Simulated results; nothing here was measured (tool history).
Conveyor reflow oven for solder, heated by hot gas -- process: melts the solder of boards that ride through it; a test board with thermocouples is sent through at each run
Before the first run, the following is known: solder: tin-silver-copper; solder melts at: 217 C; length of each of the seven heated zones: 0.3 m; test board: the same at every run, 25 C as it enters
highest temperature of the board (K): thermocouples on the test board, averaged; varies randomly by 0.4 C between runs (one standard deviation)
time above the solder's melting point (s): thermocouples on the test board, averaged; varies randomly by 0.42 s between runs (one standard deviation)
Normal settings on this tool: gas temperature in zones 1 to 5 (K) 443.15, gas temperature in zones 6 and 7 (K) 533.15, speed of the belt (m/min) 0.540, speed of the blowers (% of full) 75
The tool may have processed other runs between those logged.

run     day  gas temperature in zones 1 to 5 (K)  gas temperature in zones 6 and 7 (K)  speed of the belt (m/min)  speed of the blowers (% of full)  highest temperature of the board (K)  time above the solder's melting point (s)
  1   0.000                               443.15                                533.15                      0.540                                75                                517.65                                       42.4
  2   1.962                               443.15                                533.15                      0.540                                75                                517.05                                       42.9
  3   3.904                               443.15                                533.15                      0.540                                75                                516.15                                       42.4
  4   6.717                               443.15                                533.15                      0.625                                75                                509.75                                       30.4
  5   8.821                               438.15                                533.15                      0.540                                75                                514.45                                       38.4
  6  10.712                               443.15                                533.15                      0.471                                75                                519.05                                       52.4
  7  13.442                               443.15                                533.15                      0.540                                75                                513.75                                       40.1
     14.112  -- flux residue cleaned out of gas plates and filters
  8  16.600                               443.15                                533.15                      0.540                                75                                516.65                                       43.2
  9  18.879                               430.15                                533.15                      0.540                                75                                513.95                                       36.5
 10  20.312                               457.15                                533.15                      0.540                                75                                517.95                                       48.8
     20.704  -- belt drive overhauled, speed set with a stopwatch
 11  23.304                               443.15                                533.15                      0.540                                75                                515.95                                       42.8
 12  25.825                               443.15                                533.15                      0.540                                75                                515.25                                       41.7
 13  28.025                               443.15                                533.15                      0.540                                75                                515.15                                       41.7
     29.683  -- belt drive overhauled, speed set with a stopwatch, once more
 14  29.975                               443.15                                533.15                      0.540                                57                                510.15                                       34.4
     30.354  -- flux residue cleaned out of gas plates and filters
 15  31.883                               443.15                                533.15                      0.540                                57                                511.65                                       37.3
 16  33.779                               443.15                                533.15                      0.540                                62                                513.55                                       38.1
     34.071  -- thermocouples of zones 6 and 7 changed
 17  36.254                               448.15                                542.15                      0.540                                54                                520.45                                       45.7
 18  38.867                               443.15                                532.15                      0.526                                75                                515.75                                       43.0
 19  40.592                               443.15                                538.15                      0.553                                81                                520.75                                       43.7
 20  42.312                               443.15                                534.15                      0.553                                81                                516.05                                       41.0
 21  45.242                               441.15                                540.15                      0.521                                68                                520.15                                       45.9
     46.312  -- flux residue cleaned out of gas plates and filters
 22  47.946                               443.15                                539.15                      0.521                                85                                525.15                                       51.4
 23  49.933                               443.15                                539.15                      0.521                                85                                524.55                                       51.4
 24  53.092                               431.15                                533.15                      0.540                                73                                513.35                                       36.6
 25  55.708                               431.15                                533.15                      0.540                                73                                513.15                                       35.9
 26  58.300                               447.15                                523.15                      0.622                                53                                498.15                                       14.8
 27  60.158                               453.15                                540.15                      0.528                                66                                521.35                                       51.3
     62.296  -- flux residue cleaned out of gas plates and filters
 28  63.442                               432.15                                533.15                      0.485                                54                                513.05                                       40.6
 29  66.371                               432.15                                533.15                      0.485                                54                                512.75                                       41.1

Branching from run 29: 4 alternative next runs. What would each branch give?
  A  67.854                               443.15                                533.15                      0.647                                75                                     ?                                          ?
  B  67.854                               432.15                                533.15                      0.564                                72                                     ?                                          ?
  C  67.854                               441.15                                533.15                      0.485                                87                                     ?                                          ?
  D  67.854                               455.15                                527.15                      0.485                                68                                     ?                                          ?

run  highest temperature of the board (K)  time above the solder's melting point (s)
  A                                509.65                                       28.7
  B                                512.25                                       33.2
  C                                520.55                                       52.4
  D                                514.25                                       52.3
With the hidden condition removed and each run's random variation left untouched, the same runs would have given:
run  highest temperature of the board (K)  time above the solder's melting point (s)
  A                                511.55                                       30.0
  B                                514.25                                       34.4
  C                                522.45                                       52.9
  D                                515.95                                       52.9
